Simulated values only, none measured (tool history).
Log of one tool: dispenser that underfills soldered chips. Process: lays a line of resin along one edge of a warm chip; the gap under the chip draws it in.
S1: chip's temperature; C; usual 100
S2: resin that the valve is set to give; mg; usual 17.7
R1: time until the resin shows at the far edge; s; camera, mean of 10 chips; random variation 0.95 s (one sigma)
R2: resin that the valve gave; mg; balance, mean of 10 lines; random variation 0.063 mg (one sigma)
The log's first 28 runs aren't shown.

| run | day | S1 | S2 | R1 | R2 |
|---|---|---|---|---|---|
|  | 10.875 | new syringe of resin |
| 29 | 11.196 | 104 | 17.7 | 96.7 | 17.65 |
|  | 11.362 | new syringe of resin |
| 30 | 11.475 | 104 | 17.7 | 81.3 | 17.64 |
| 31 | 11.808 | 92 | 15.1 | 166.1 | 14.97 |
|  | 11.846 | new syringe of resin |
| 32 | 12.133 | 104 | 19 | 91.6 | 18.75 |
|  | 12.346 | new syringe of resin |
| 33 | 12.479 | 111 | 19.5 | 64.4 | 19.19 |
|  | 12.825 | new syringe of resin |
| 34 | 12.896 | 105 | 16.9 | 75.9 | 16.67 |
|  | 13.325 | new syringe of resin |
| 35 | 13.362 | 101 | 18.2 | 88 | 17.94 |
| 36 | 13.646 | 101 | 18.2 | 106.9 | 17.86 |

Forecast each of these 3 alternatives for the next run:
|  | 13.8 | new syringe of resin |
| A | 13.912 | 93 | 20.9 | ? | ? |
|  | 13.8 | new syringe of resin |
| B | 13.912 | 95 | 20.1 | ? | ? |
|  | 13.8 | new syringe of resin |
| C | 13.912 | 100 | 15.4 | ? | ? |

| run | R1 | R2 |
|---|---|---|
| A | 121.6 | 20.64 |
| B | 112.2 | 19.73 |
| C | 98.8 | 15.11 |
Without the tool's hidden state the same runs would have given:
| run | R1 | R2 |
|---|---|---|
| A | 115.4 | 21.05 |
| B | 106.5 | 20.12 |
| C | 93.2 | 15.42 |

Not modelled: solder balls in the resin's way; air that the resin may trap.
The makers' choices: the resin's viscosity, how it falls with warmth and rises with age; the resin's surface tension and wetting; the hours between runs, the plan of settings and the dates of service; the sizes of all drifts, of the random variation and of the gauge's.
